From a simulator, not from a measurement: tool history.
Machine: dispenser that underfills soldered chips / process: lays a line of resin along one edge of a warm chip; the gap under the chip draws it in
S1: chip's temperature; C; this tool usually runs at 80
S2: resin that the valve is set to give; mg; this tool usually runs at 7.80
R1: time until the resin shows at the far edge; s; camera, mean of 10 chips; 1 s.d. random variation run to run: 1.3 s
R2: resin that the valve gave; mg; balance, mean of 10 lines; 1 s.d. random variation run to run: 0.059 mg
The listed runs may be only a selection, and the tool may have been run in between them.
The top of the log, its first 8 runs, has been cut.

-- hour=91.4 new syringe of resin
run 9 hour=96.2 | S1=80 S2=10.01 | R1=161.8 R2=9.45
-- hour=103.7 new syringe of resin
run 10 hour=105.9 | S1=80 S2=10.01 | R1=143.4 R2=9.47
run 11 hour=112.7 | S1=93 S2=7.80 | R1=116.8 R2=7.27
-- hour=115.6 new syringe of resin
run 12 hour=125.1 | S1=76 S2=7.80 | R1=228.3 R2=7.33
-- hour=126.5 new syringe of resin
-- hour=138.5 new syringe of resin
run 13 hour=140.4 | S1=76 S2=7.80 | R1=171.5 R2=7.27
-- hour=145.4 dispensing valve cleaned and set on the balance
-- hour=151.4 new syringe of resin
run 14 hour=155.2 | S1=76 S2=7.80 | R1=180.0 R2=7.78
-- hour=162.8 new syringe of resin
run 15 hour=163.5 | S1=76 S2=7.80 | R1=166.2 R2=7.71
-- hour=173.8 new syringe of resin
run 16 hour=173.8 | S1=76 S2=7.80 | R1=154.8 R2=7.67
-- hour=184.8 new syringe of resin
run 17 hour=188.8 | S1=76 S2=7.80 | R1=189.8 R2=7.71
-- hour=195.9 new syringe of resin
run 18 hour=200.3 | S1=76 S2=7.80 | R1=190.0 R2=7.78
-- hour=207.1 new syringe of resin
run 19 hour=214.2 | S1=87 S2=9.34 | R1=133.8 R2=9.13
-- hour=218.6 new syringe of resin
-- hour=230.0 new syringe of resin
run 20 hour=230.2 | S1=66 S2=8.23 | R1=244.9 R2=7.95
-- hour=240.9 new syringe of resin
run 21 hour=241.7 | S1=66 S2=8.23 | R1=248.7 R2=7.97
-- hour=251.9 new syringe of resin
run 22 hour=255.2 | S1=66 S2=8.23 | R1=277.9 R2=7.87
-- hour=263.3 new syringe of resin
run 23 hour=269.7 | S1=69 S2=6.68 | R1=287.4 R2=6.26
-- hour=274.2 new syringe of resin
run 24 hour=278.3 | S1=70 S2=8.25 | R1=243.3 R2=7.95
-- hour=285.5 new syringe of resin
run 25 hour=294.0 | S1=85 S2=7.18 | R1=164.6 R2=6.88
-- hour=296.8 new syringe of resin
run 26 hour=305.0 | S1=92 S2=7.79 | R1=124.0 R2=7.38
-- hour=308.2 new syringe of resin
run 27 hour=316.1 | S1=92 S2=7.79 | R1=118.8 R2=7.28
-- hour=319.7 new syringe of resin
run 28 hour=323.2 | S1=65 S2=9.04 | R1=290.4 R2=8.55
-- hour=330.9 new syringe of resin
run 29 hour=338.9 | S1=65 S2=9.04 | R1=354.2 R2=8.41
-- hour=342.2 new syringe of resin
run 30 hour=345.4 | S1=65 S2=9.04 | R1=293.6 R2=8.43
-- hour=353.2 new syringe of resin
run 31 hour=353.2 | S1=80 S2=8.09 | R1=141.1 R2=7.55
-- hour=364.6 new syringe of resin
-- hour=366.4 dispensing valve cleaned and set on the balance
run 32 hour=369.4 | S1=92 S2=6.68 | R1=105.4 R2=6.68
-- hour=377.5 new syringe of resin
run 33 hour=379.6 | S1=92 S2=6.68 | R1=103.5 R2=6.62

4 ways to go on from here, each from the tool as it stands after run 33. What would each give?
-- hour=388.4 new syringe of resin
run A hour=393.6 | S1=88 S2=7.57 | R1=? R2=?
-- hour=388.4 new syringe of resin
run B hour=393.6 | S1=70 S2=7.80 | R1=? R2=?
-- hour=388.4 new syringe of resin
run C hour=393.6 | S1=74 S2=9.72 | R1=? R2=?
-- hour=388.4 new syringe of resin
run D hour=393.6 | S1=83 S2=7.77 | R1=? R2=?

run=A R1=127.2 R2=7.46
run=B R1=253.5 R2=7.86
run=C R1=213.2 R2=9.71
run=D R1=152.1 R2=7.72
What these runs would have given with no unlogged condition in the tool:
run=A R1=93.1 R2=7.52
run=B R1=183.3 R2=7.92
run=C R1=154.8 R2=9.77
run=D R1=111.1 R2=7.77
